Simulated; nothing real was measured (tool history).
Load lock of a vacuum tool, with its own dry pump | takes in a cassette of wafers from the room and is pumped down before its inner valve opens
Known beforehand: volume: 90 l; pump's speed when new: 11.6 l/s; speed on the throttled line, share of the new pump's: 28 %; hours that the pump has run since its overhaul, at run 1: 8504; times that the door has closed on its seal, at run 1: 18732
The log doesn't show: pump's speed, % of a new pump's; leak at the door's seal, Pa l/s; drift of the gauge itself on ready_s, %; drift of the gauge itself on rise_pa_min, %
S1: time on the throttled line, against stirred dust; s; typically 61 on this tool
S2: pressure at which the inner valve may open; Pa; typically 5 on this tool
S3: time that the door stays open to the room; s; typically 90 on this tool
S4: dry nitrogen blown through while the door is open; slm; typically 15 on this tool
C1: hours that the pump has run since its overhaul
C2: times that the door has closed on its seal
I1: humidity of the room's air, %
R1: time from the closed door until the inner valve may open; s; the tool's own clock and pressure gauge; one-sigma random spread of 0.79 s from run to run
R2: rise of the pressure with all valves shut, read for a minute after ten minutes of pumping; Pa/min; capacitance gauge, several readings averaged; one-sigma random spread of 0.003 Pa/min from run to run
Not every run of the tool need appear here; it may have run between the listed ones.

{"run": 1, "hour": 0.0, "S1": 61, "S2": 5, "S3": 90, "S4": 15, "C1": 8504, "C2": 18732, "I1": 45.3, "R1": 129.5, "R2": 0.206}
{"run": 2, "hour": 419.0, "S1": 61, "S2": 5, "S3": 90, "S4": 15, "C1": 8923, "C2": 19294, "I1": 44.7, "R1": 129.3, "R2": 0.201}
{"run": 3, "hour": 906.9, "S1": 61, "S2": 4, "S3": 90, "S4": 15, "C1": 9411, "C2": 19948, "I1": 47.2, "R1": 131.8, "R2": 0.214}
{"run": 4, "hour": 1479.9, "S1": 61, "S2": 4, "S3": 90, "S4": 15, "C1": 9984, "C2": 20716, "I1": 43.6, "R1": 134.8, "R2": 0.221}
{"run": 5, "hour": 2115.7, "S1": 61, "S2": 5, "S3": 59, "S4": 15, "C1": 10620, "C2": 21568, "I1": 44.2, "R1": 132.6, "R2": 0.228}
{"run": 6, "hour": 2569.5, "S1": 61, "S2": 5, "S3": 59, "S4": 15, "C1": 11074, "C2": 22176, "I1": 46.4, "R1": 132.2, "R2": 0.231}
{"run": 7, "hour": 3008.8, "S1": 61, "S2": 5, "S3": 59, "S4": 15, "C1": 11513, "C2": 22765, "I1": 44.0, "R1": 131.9, "R2": 0.242}
{"run": 8, "hour": 3646.0, "S1": 41, "S2": 5, "S3": 59, "S4": 15, "C1": 12150, "C2": 23619, "I1": 44.4, "R1": 119.2, "R2": 0.255}
{"run": 9, "hour": 4309.4, "S1": 37, "S2": 5, "S3": 90, "S4": 15, "C1": 12814, "C2": 24508, "I1": 46.4, "R1": 118.2, "R2": 0.279}
{"run": 10, "hour": 4758.4, "S1": 61, "S2": 5, "S3": 90, "S4": 14, "C1": 13263, "C2": 25109, "I1": 42.7, "R1": 132.1, "R2": 0.283}
{"run": 11, "hour": 5427.4, "S1": 61, "S2": 5, "S3": 90, "S4": 14, "C1": 13932, "C2": 26006, "I1": 43.0, "R1": 134.2, "R2": 0.3}
{"run": 12, "hour": 5723.7, "S1": 61, "S2": 5, "S3": 90, "S4": 14, "C1": 14228, "C2": 26403, "I1": 43.9, "R1": 134.2, "R2": 0.307}
{"run": 13, "hour": 6393.4, "S1": 61, "S2": 5, "S3": 90, "S4": 14, "C1": 14898, "C2": 27301, "I1": 43.8, "R1": 134.7, "R2": 0.318}
{"run": 14, "hour": 6714.2, "S1": 61, "S2": 5, "S3": 90, "S4": 15, "C1": 15219, "C2": 27731, "I1": 45.1, "R1": 135.8, "R2": 0.332}
{"run": 15, "hour": 7262.5, "S1": 61, "S2": 5, "S3": 90, "S4": 15, "C1": 15767, "C2": 28465, "I1": 47.5, "R1": 137.3, "R2": 0.339}
{"run": 16, "hour": 7704.2, "S1": 61, "S2": 5, "S3": 90, "S4": 15, "C1": 16209, "C2": 29057, "I1": 45.6, "R1": 137.2, "R2": 0.35}
{"hour": 8242.7, "done": "dry pump taken out, an overhauled one fitted"}
{"run": 17, "hour": 8384.7, "S1": 61, "S2": 5, "S3": 90, "S4": 15, "C1": 142, "C2": 29961, "I1": 46.7, "R1": 123.1, "R2": 0.37}
{"run": 18, "hour": 9050.6, "S1": 61, "S2": 5, "S3": 90, "S4": 15, "C1": 808, "C2": 30854, "I1": 45.8, "R1": 123.0, "R2": 0.38}
{"run": 19, "hour": 9526.0, "S1": 61, "S2": 5, "S3": 90, "S4": 15, "C1": 1283, "C2": 31491, "I1": 42.6, "R1": 123.3, "R2": 0.392}
{"run": 20, "hour": 9821.8, "S1": 61, "S2": 6, "S3": 53, "S4": 36, "C1": 1579, "C2": 31887, "I1": 39.3, "R1": 121.4, "R2": 0.385}
{"run": 21, "hour": 10421.1, "S1": 61, "S2": 6, "S3": 53, "S4": 36, "C1": 2178, "C2": 32690, "I1": 42.1, "R1": 123.2, "R2": 0.398}
{"run": 22, "hour": 11065.6, "S1": 47, "S2": 5, "S3": 182, "S4": 15, "C1": 2823, "C2": 33554, "I1": 48.0, "R1": 114.5, "R2": 0.463}
{"run": 23, "hour": 11622.4, "S1": 48, "S2": 5, "S3": 26, "S4": 34, "C1": 3380, "C2": 34300, "I1": 44.7, "R1": 118.3, "R2": 0.425}
{"run": 24, "hour": 12018.1, "S1": 48, "S2": 5, "S3": 26, "S4": 34, "C1": 3775, "C2": 34831, "I1": 45.2, "R1": 115.2, "R2": 0.436}
{"run": 25, "hour": 12473.3, "S1": 48, "S2": 5, "S3": 148, "S4": 34, "C1": 4231, "C2": 35441, "I1": 49.2, "R1": 116.5, "R2": 0.467}
{"run": 26, "hour": 13158.4, "S1": 92, "S2": 8, "S3": 90, "S4": 33, "C1": 4916, "C2": 36359, "I1": 44.7, "R1": 144.6, "R2": 0.474}
{"run": 27, "hour": 13754.4, "S1": 75, "S2": 6, "S3": 54, "S4": 37, "C1": 5512, "C2": 37158, "I1": 45.1, "R1": 134.4, "R2": 0.487}
{"run": 28, "hour": 14051.8, "S1": 75, "S2": 6, "S3": 54, "S4": 37, "C1": 5809, "C2": 37556, "I1": 46.1, "R1": 135.0, "R2": 0.48}
{"run": 29, "hour": 14652.7, "S1": 75, "S2": 5, "S3": 54, "S4": 30, "C1": 6410, "C2": 38361, "I1": 47.0, "R1": 137.1, "R2": 0.517}
{"run": 30, "hour": 15197.8, "S1": 100, "S2": 7, "S3": 197, "S4": 10, "C1": 6955, "C2": 39092, "I1": 47.1, "R1": 152.0, "R2": 0.585}
{"run": 31, "hour": 15557.3, "S1": 100, "S2": 7, "S3": 197, "S4": 23, "C1": 7315, "C2": 39574, "I1": 45.2, "R1": 151.8, "R2": 0.577}
{"run": 32, "hour": 15859.9, "S1": 100, "S2": 7, "S3": 197, "S4": 23, "C1": 7617, "C2": 39979, "I1": 41.7, "R1": 152.4, "R2": 0.59}
{"run": 33, "hour": 16408.5, "S1": 43, "S2": 8, "S3": 65, "S4": 20, "C1": 8166, "C2": 40715, "I1": 42.9, "R1": 110.2, "R2": 0.567}
{"run": 34, "hour": 16942.5, "S1": 97, "S2": 8, "S3": 90, "S4": 6, "C1": 8700, "C2": 41430, "I1": 49.3, "R1": 150.4, "R2": 0.598}
{"run": 35, "hour": 17533.2, "S1": 57, "S2": 5, "S3": 147, "S4": 15, "C1": 9290, "C2": 42222, "I1": 47.1, "R1": 126.4, "R2": 0.621}
{"run": 36, "hour": 18200.7, "S1": 57, "S2": 5, "S3": 147, "S4": 15, "C1": 9958, "C2": 43116, "I1": 46.0, "R1": 127.5, "R2": 0.658}

For some of the steps in R1 from one run to the next: how much would appear even if the tool had no hidden state, given the settings, what came in and random variation, and how much remains for the hidden state plus any gauge scatter that the measured result and the result without hidden state don't share?
Run 16 -> 17: dry pump taken out, an overhauled one fitted. R1 -14.1 s: hidden state -13.1, all else -1.0.
Run 25 -> 26: S1 48 -> 92, S2 5 -> 8, S3 148 -> 90, S4 34 -> 33. R1 +28.1 s: hidden state -0.5, all else +28.6.
Run 32 -> 33: S1 100 -> 43, S2 7 -> 8, S3 197 -> 65, S4 23 -> 20. R1 -42.2 s: hidden state +1.7, all else -43.9.
Run 33 -> 34: S1 43 -> 97, S3 65 -> 90, S4 20 -> 6. R1 +40.2 s: hidden state -0.9, all else +41.1.
Run 34 -> 35: S1 97 -> 57, S2 8 -> 5, S3 90 -> 147, S4 6 -> 15. R1 -24.0 s: hidden state +2.0, all else -26.0.

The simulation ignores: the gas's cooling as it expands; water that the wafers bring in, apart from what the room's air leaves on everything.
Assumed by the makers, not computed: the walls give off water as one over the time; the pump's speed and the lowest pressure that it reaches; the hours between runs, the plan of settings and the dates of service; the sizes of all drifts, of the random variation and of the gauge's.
